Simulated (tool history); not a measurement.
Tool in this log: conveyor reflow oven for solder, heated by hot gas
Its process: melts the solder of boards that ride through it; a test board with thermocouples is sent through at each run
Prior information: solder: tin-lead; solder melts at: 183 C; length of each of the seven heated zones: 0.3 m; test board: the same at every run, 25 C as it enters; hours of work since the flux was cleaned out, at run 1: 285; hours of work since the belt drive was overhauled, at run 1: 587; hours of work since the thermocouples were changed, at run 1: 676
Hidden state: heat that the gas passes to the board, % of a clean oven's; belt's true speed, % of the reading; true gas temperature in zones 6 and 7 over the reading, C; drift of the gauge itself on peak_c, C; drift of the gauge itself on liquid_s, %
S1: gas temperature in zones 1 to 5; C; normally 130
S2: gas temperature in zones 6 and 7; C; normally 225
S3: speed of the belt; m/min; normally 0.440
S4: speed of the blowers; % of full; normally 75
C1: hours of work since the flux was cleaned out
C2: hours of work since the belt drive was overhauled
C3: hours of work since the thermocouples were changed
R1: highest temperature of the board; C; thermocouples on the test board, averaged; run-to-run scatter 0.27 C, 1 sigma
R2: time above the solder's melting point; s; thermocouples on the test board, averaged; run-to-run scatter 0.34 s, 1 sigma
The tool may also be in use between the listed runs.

| run | hour | S1 | S2 | S3 | S4 | C1 | C2 | C3 | R1 | R2 |
|---|---|---|---|---|---|---|---|---|---|---|
| 1 | 0.0 | 130 | 225 | 0.440 | 75 | 285 | 587 | 676 | 210.8 | 53.2 |
| 2 | 56.9 | 130 | 225 | 0.440 | 75 | 323 | 626 | 715 | 210.6 | 53.0 |
| 3 | 103.6 | 130 | 225 | 0.440 | 79 | 355 | 658 | 747 | 211.8 | 54.0 |
| 4 | 173.1 | 130 | 225 | 0.440 | 79 | 403 | 705 | 794 | 211.6 | 54.5 |
|  | 196.1 | flux residue cleaned out of gas plates and filters |
| 5 | 236.0 | 130 | 225 | 0.440 | 79 | 27 | 745 | 834 | 213.6 | 55.8 |
| 6 | 279.1 | 130 | 225 | 0.440 | 79 | 57 | 774 | 863 | 213.2 | 56.5 |
| 7 | 336.1 | 130 | 225 | 0.440 | 75 | 96 | 813 | 902 | 212.7 | 55.0 |
| 8 | 407.8 | 130 | 225 | 0.440 | 75 | 144 | 862 | 951 | 211.9 | 55.0 |
| 9 | 449.5 | 130 | 225 | 0.440 | 75 | 173 | 890 | 979 | 211.9 | 55.1 |
| 10 | 513.1 | 130 | 238 | 0.440 | 75 | 216 | 934 | 1023 | 223.6 | 63.9 |
| 11 | 609.0 | 130 | 238 | 0.506 | 75 | 282 | 999 | 1088 | 217.7 | 51.2 |
| 12 | 681.3 | 130 | 238 | 0.506 | 75 | 331 | 1049 | 1137 | 217.2 | 51.8 |
| 13 | 740.3 | 130 | 238 | 0.506 | 75 | 371 | 1089 | 1178 | 217.6 | 51.5 |
|  | 811.8 | flux residue cleaned out of gas plates and filters |
| 14 | 815.3 | 130 | 238 | 0.506 | 75 | 2 | 1136 | 1225 | 220.3 | 53.1 |
| 15 | 881.5 | 130 | 235 | 0.440 | 75 | 48 | 1182 | 1271 | 222.3 | 63.9 |
| 16 | 936.1 | 130 | 235 | 0.440 | 75 | 85 | 1219 | 1308 | 222.0 | 63.5 |
|  | 1017.1 | thermocouples of zones 6 and 7 changed |
| 17 | 1017.1 | 130 | 229 | 0.476 | 50 | 139 | 1273 | 0 | 201.6 | 36.4 |
| 18 | 1099.3 | 130 | 229 | 0.477 | 50 | 195 | 1329 | 56 | 200.8 | 35.7 |
| 19 | 1188.0 | 130 | 229 | 0.494 | 83 | 255 | 1389 | 117 | 211.3 | 48.6 |
| 20 | 1270.1 | 130 | 229 | 0.494 | 83 | 311 | 1445 | 173 | 211.9 | 48.1 |
| 21 | 1355.9 | 129 | 233 | 0.477 | 76 | 370 | 1504 | 231 | 214.7 | 51.7 |
|  | 1364.7 | belt drive overhauled, speed set with a stopwatch |
| 22 | 1413.5 | 129 | 233 | 0.484 | 58 | 406 | 33 | 268 | 205.5 | 40.2 |
|  | 1429.4 | flux residue cleaned out of gas plates and filters |
| 23 | 1509.2 | 129 | 221 | 0.484 | 58 | 54 | 95 | 329 | 198.5 | 31.1 |
| 24 | 1579.1 | 138 | 238 | 0.440 | 68 | 102 | 143 | 377 | 221.3 | 63.7 |
| 25 | 1650.5 | 130 | 225 | 0.373 | 68 | 151 | 191 | 426 | 212.8 | 67.1 |
| 26 | 1740.6 | 125 | 226 | 0.373 | 68 | 212 | 253 | 487 | 213.7 | 64.1 |
| 27 | 1781.6 | 130 | 218 | 0.440 | 53 | 240 | 281 | 515 | 197.6 | 33.4 |
| 28 | 1822.8 | 130 | 218 | 0.440 | 53 | 268 | 309 | 543 | 196.9 | 32.8 |
| 29 | 1889.5 | 130 | 218 | 0.440 | 53 | 314 | 354 | 589 | 197.1 | 32.9 |
| 30 | 1975.6 | 130 | 218 | 0.440 | 53 | 372 | 413 | 647 | 197.3 | 32.2 |
| 31 | 2016.9 | 130 | 237 | 0.414 | 75 | 401 | 441 | 676 | 222.2 | 67.3 |

Each row is a separate what-if for the run after 31, all from the same tool condition, not one after another. Results?
|  | 2041.0 | flux residue cleaned out of gas plates and filters |
| A | 2086.0 | 126 | 224 | 0.397 | 75 | 31 | 485 | 719 | ? | ? |
|  | 2041.0 | flux residue cleaned out of gas plates and filters |
| B | 2086.0 | 130 | 217 | 0.485 | 81 | 31 | 485 | 719 | ? | ? |
|  | 2041.0 | flux residue cleaned out of gas plates and filters |
| C | 2086.0 | 130 | 237 | 0.414 | 55 | 31 | 485 | 719 | ? | ? |

| run | R1 | R2 |
|---|---|---|
| A | 213.2 | 61.8 |
| B | 203.8 | 40.9 |
| C | 217.2 | 62.1 |
What these runs would have given with no unlogged condition in the tool:
| run | R1 | R2 |
|---|---|---|
| A | 211.4 | 59.8 |
| B | 202.1 | 38.8 |
| C | 215.4 | 60.1 |
